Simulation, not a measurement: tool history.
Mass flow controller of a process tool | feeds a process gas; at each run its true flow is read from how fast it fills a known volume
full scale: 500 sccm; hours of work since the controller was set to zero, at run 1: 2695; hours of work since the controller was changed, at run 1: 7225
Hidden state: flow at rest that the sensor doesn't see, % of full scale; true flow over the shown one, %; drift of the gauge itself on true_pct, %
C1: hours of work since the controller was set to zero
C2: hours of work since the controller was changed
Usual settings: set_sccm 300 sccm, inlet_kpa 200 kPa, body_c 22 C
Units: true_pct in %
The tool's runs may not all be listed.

run 1 day=0 | set_sccm=300 inlet_kpa=200 body_c=22 | C1=2695 C2=7225 | true_pct=100.99
run 2 day=11 | set_sccm=300 inlet_kpa=200 body_c=22 | C1=2815 C2=7344 | true_pct=101.1
run 3 day=24.325 | set_sccm=300 inlet_kpa=200 body_c=22 | C1=2960 C2=7490 | true_pct=101.1
run 4 day=45.792 | set_sccm=300 inlet_kpa=200 body_c=22 | C1=3194 C2=7724 | true_pct=101.35
run 5 day=60.754 | set_sccm=300 inlet_kpa=200 body_c=22 | C1=3357 C2=7887 | true_pct=101.55
run 6 day=72 | set_sccm=300 inlet_kpa=200 body_c=22 | C1=3479 C2=8009 | true_pct=101.58
run 7 day=88.821 | set_sccm=300 inlet_kpa=200 body_c=22 | C1=3663 C2=8192 | true_pct=101.54
run 8 day=98.317 | set_sccm=300 inlet_kpa=200 body_c=22 | C1=3766 C2=8296 | true_pct=101.72
run 9 day=107.571 | set_sccm=300 inlet_kpa=200 body_c=22 | C1=3867 C2=8397 | true_pct=101.75
run 10 day=125.425 | set_sccm=300 inlet_kpa=200 body_c=22 | C1=4062 C2=8591 | true_pct=101.61
run 11 day=139.988 | set_sccm=300 inlet_kpa=200 body_c=24 | C1=4220 C2=8750 | true_pct=102.11
run 12 day=152.892 | set_sccm=85 inlet_kpa=200 body_c=22 | C1=4361 C2=8891 | true_pct=103.03
-- day=158.092 controller's zero set anew
run 13 day=169.579 | set_sccm=85 inlet_kpa=200 body_c=22 | C1=125 C2=9072 | true_pct=100.53
run 14 day=181.604 | set_sccm=85 inlet_kpa=200 body_c=22 | C1=256 C2=9203 | true_pct=100.64
run 15 day=200.8 | set_sccm=199 inlet_kpa=200 body_c=36 | C1=465 C2=9413 | true_pct=102.17
run 16 day=215.462 | set_sccm=77 inlet_kpa=230 body_c=29 | C1=625 C2=9572 | true_pct=101.95
run 17 day=233.988 | set_sccm=77 inlet_kpa=230 body_c=29 | C1=827 C2=9774 | true_pct=102.25
run 18 day=252.117 | set_sccm=77 inlet_kpa=230 body_c=29 | C1=1025 C2=9972 | true_pct=102.25
run 19 day=267.292 | set_sccm=300 inlet_kpa=169 body_c=22 | C1=1190 C2=10137 | true_pct=101.45
run 20 day=280.621 | set_sccm=300 inlet_kpa=186 body_c=21 | C1=1335 C2=10282 | true_pct=101.59
run 21 day=298.838 | set_sccm=300 inlet_kpa=186 body_c=21 | C1=1534 C2=10481 | true_pct=101.71
run 22 day=320.375 | set_sccm=300 inlet_kpa=168 body_c=25 | C1=1768 C2=10716 | true_pct=102.03
run 23 day=329.917 | set_sccm=300 inlet_kpa=168 body_c=25 | C1=1872 C2=10820 | true_pct=101.88
run 24 day=338.783 | set_sccm=300 inlet_kpa=168 body_c=25 | C1=1969 C2=10916 | true_pct=102.15
run 25 day=353.354 | set_sccm=395 inlet_kpa=200 body_c=22 | C1=2128 C2=11075 | true_pct=102.53
run 26 day=366.604 | set_sccm=395 inlet_kpa=200 body_c=26 | C1=2272 C2=11219 | true_pct=102.88
run 27 day=379.267 | set_sccm=96 inlet_kpa=163 body_c=26 | C1=2410 C2=11357 | true_pct=102.59
run 28 day=389.771 | set_sccm=154 inlet_kpa=156 body_c=29 | C1=2525 C2=11472 | true_pct=102.33

5 ways to go on from here, each from the tool as it stands after run 28. What would each give?
run A day=405.521 | set_sccm=300 inlet_kpa=200 body_c=21 | C1=2696 C2=11644 | true_pct=?
run B day=405.521 | set_sccm=399 inlet_kpa=200 body_c=34 | C1=2696 C2=11644 | true_pct=?
run C day=405.521 | set_sccm=300 inlet_kpa=180 body_c=33 | C1=2696 C2=11644 | true_pct=?
run D day=405.521 | set_sccm=120 inlet_kpa=156 body_c=33 | C1=2696 C2=11644 | true_pct=?
run E day=405.521 | set_sccm=66 inlet_kpa=194 body_c=22 | C1=2696 C2=11644 | true_pct=?

run=A true_pct=102.11
run=B true_pct=103.91
run=C true_pct=103.37
run=D true_pct=102.99
run=E true_pct=103.36
Without the tool's hidden state the same runs would have given:
run=A true_pct=98.42
run=B true_pct=100.37
run=C true_pct=99.67
run=D true_pct=98.33
run=E true_pct=97.37
